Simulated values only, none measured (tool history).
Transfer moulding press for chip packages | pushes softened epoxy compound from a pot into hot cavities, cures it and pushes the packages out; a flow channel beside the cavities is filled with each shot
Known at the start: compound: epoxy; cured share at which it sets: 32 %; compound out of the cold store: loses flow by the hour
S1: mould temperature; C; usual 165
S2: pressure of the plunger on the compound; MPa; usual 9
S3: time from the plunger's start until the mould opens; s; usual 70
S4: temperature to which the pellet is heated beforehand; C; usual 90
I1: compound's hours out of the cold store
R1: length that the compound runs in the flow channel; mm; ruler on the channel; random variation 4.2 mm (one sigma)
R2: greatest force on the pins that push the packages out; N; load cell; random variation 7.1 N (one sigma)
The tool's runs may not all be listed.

run    day   S1    S2   S3  S4    I1   R1   R2
  1      0  165     9   70  90  40.9  568  289
  2  0.267  165     9  108  90    44  558  193
  3  0.538  165     9  108  90  13.1  651  212
  4   0.85  165     9  108  90  41.3  571  224
  5  1.046  165     9  108  90  35.3  582  248
  6  1.525  165     9  108  90  25.6  611  195
  7  1.829  165     9  108  90  42.9  562  218
  8  2.083  165     9  108  90  30.1  596  230
  9  2.267  165     9  108  90  36.6  582  240
 10  2.621  165     9  108  90  39.2  574  177
 11  2.917  165     9  108  90  36.6  629  189
 12  3.233  165     9   70  90  29.1  645  401
 13  3.654  165     9   70  90   9.5  711  491
 14   4.05  165     9   70  90  47.6  596  317
 15  4.342  165     9   70  90    25  654  397
 16  4.633  169  9.28   70  90  41.3  607  304
 17  5.112  165  9.49   70  82  27.7  668  310
 18   5.35  165  9.49   70  82  28.6  665  353
 19  5.754  167     9   90  96  26.5  644  221
 20  5.992  164  9.63   70  97  47.9  604  409
 21  6.458  165   8.6   70  90    41  592  294
 22  6.704  161  9.74   52  96  24.6  693  843
 23  6.983  162  9.74   52  96  38.1  645  810
 24  7.221  160     9  108  90  34.3  642  248
 25  7.671  168  8.23   85  90  24.2  616  194
 26   8.05  160     9   68  90  13.8  700  627
 27  8.367  161  9.78   97  90  15.6  716  280

Taken out of this log: 7 entries between the listed runs. Where each belongs, and how the hidden state differs across it:
Between runs 5 and 6: cavities cleaned with cleaning compound and waxed (day 1.242)
  pressure that reaches the compound, % of what is set: 85.1 -> 84.7; grip of the stained cavities, % over clean ones': 47.8 -> 17.8
  measured less the result without the state, R1: -50 -> -53 mm; R2: +78 -> +29 N
Between runs 9 and 10: cavities cleaned with cleaning compound and waxed (day 2.5)
  pressure that reaches the compound, % of what is set: 84.05 -> 83.78; grip of the stained cavities, % over clean ones': 48.9 -> 8.3
  measured less the result without the state, R1: -53 -> -54 mm; R2: +79 -> +13 N
Between runs 10 and 11: plunger's sealing rings changed (day 2.896)
  pressure that reaches the compound, % of what is set: 83.78 -> 99.77; grip of the stained cavities, % over clean ones': 8.3 -> 18.1
  measured less the result without the state, R1: -54 -> -2 mm; R2: +13 -> +29 N
Between runs 13 and 14: cavities cleaned with cleaning compound and waxed (day 3.846)
  pressure that reaches the compound, % of what is set: 99.08 -> 98.77; grip of the stained cavities, % over clean ones': 49 -> 14.8
  measured less the result without the state, R1: -4 -> -4 mm; R2: +154 -> +36 N
Between runs 16 and 17: cavities cleaned with cleaning compound and waxed (day 5.104)
  true mould temperature over the reading, C: 0.26 -> 0.27; pressure that reaches the compound, % of what is set: 98.23 -> 97.81; grip of the stained cavities, % over clean ones': 41 -> 1
  measured less the result without the state, R1: -6 -> -8 mm; R2: +85 -> -4 N
Between runs 20 and 21: cavities cleaned with cleaning compound and waxed (day 6.342)
  true mould temperature over the reading, C: 0.28 -> 0.29; pressure that reaches the compound, % of what is set: 96.93 -> 96.58; grip of the stained cavities, % over clean ones': 41.5 -> 6.2
  measured less the result without the state, R1: -10 -> -11 mm; R2: +115 -> +11 N
Between runs 24 and 25: cavities cleaned with cleaning compound and waxed (day 7.604)
  true mould temperature over the reading, C: 0.3 -> 0.31; pressure that reaches the compound, % of what is set: 95.85 -> 95.49; grip of the stained cavities, % over clean ones': 41 -> 5
  measured less the result without the state, R1: -15 -> -15 mm; R2: +70 -> +7 N
